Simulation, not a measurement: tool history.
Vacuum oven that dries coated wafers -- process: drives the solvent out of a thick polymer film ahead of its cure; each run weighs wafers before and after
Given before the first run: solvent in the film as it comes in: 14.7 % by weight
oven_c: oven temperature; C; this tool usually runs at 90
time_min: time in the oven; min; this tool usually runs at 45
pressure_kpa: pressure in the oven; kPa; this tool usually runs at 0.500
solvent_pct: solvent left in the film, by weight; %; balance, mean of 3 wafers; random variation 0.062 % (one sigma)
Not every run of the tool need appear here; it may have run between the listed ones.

{"run": 1, "hour": 0.0, "oven_c": 90, "time_min": 45, "pressure_kpa": 0.5, "solvent_pct": 4.17}
{"run": 2, "hour": 19.8, "oven_c": 90, "time_min": 45, "pressure_kpa": 0.5, "solvent_pct": 4.08}
{"run": 3, "hour": 42.5, "oven_c": 90, "time_min": 45, "pressure_kpa": 1.214, "solvent_pct": 4.6}
{"run": 4, "hour": 66.0, "oven_c": 90, "time_min": 45, "pressure_kpa": 1.214, "solvent_pct": 4.54}
{"run": 5, "hour": 88.1, "oven_c": 90, "time_min": 45, "pressure_kpa": 1.214, "solvent_pct": 4.44}
{"run": 6, "hour": 106.6, "oven_c": 90, "time_min": 69, "pressure_kpa": 0.5, "solvent_pct": 2.44}
{"run": 7, "hour": 128.4, "oven_c": 90, "time_min": 63, "pressure_kpa": 0.5, "solvent_pct": 2.89}
{"run": 8, "hour": 155.9, "oven_c": 90, "time_min": 45, "pressure_kpa": 0.5, "solvent_pct": 4.15}
{"run": 9, "hour": 182.2, "oven_c": 90, "time_min": 45, "pressure_kpa": 0.5, "solvent_pct": 4.2}
{"run": 10, "hour": 203.3, "oven_c": 78, "time_min": 45, "pressure_kpa": 0.5, "solvent_pct": 7.77}
{"run": 11, "hour": 227.8, "oven_c": 90, "time_min": 27, "pressure_kpa": 0.5, "solvent_pct": 6.41}
{"run": 12, "hour": 246.9, "oven_c": 88, "time_min": 27, "pressure_kpa": 0.5, "solvent_pct": 6.91}
{"run": 13, "hour": 278.1, "oven_c": 88, "time_min": 27, "pressure_kpa": 0.5, "solvent_pct": 6.96}
{"run": 14, "hour": 304.2, "oven_c": 88, "time_min": 27, "pressure_kpa": 0.5, "solvent_pct": 6.94}
{"run": 15, "hour": 334.5, "oven_c": 90, "time_min": 24, "pressure_kpa": 0.954, "solvent_pct": 7.21}
{"run": 16, "hour": 358.5, "oven_c": 90, "time_min": 24, "pressure_kpa": 0.954, "solvent_pct": 6.91}
{"run": 17, "hour": 373.9, "oven_c": 83, "time_min": 24, "pressure_kpa": 0.638, "solvent_pct": 8.56}
{"run": 18, "hour": 402.5, "oven_c": 83, "time_min": 24, "pressure_kpa": 0.638, "solvent_pct": 8.63}
{"run": 19, "hour": 423.9, "oven_c": 77, "time_min": 70, "pressure_kpa": 1.5, "solvent_pct": 7.02}

For run 20, what comes out?
{"run": 20, "hour": 443.2, "oven_c": 93, "time_min": 39, "pressure_kpa": 0.627, "solvent_pct": "?"}

Run 20 measured solvent_pct 4.18 %.
The same run, on a tool lacking any hidden state, would have yielded solvent_pct 3.63 %.
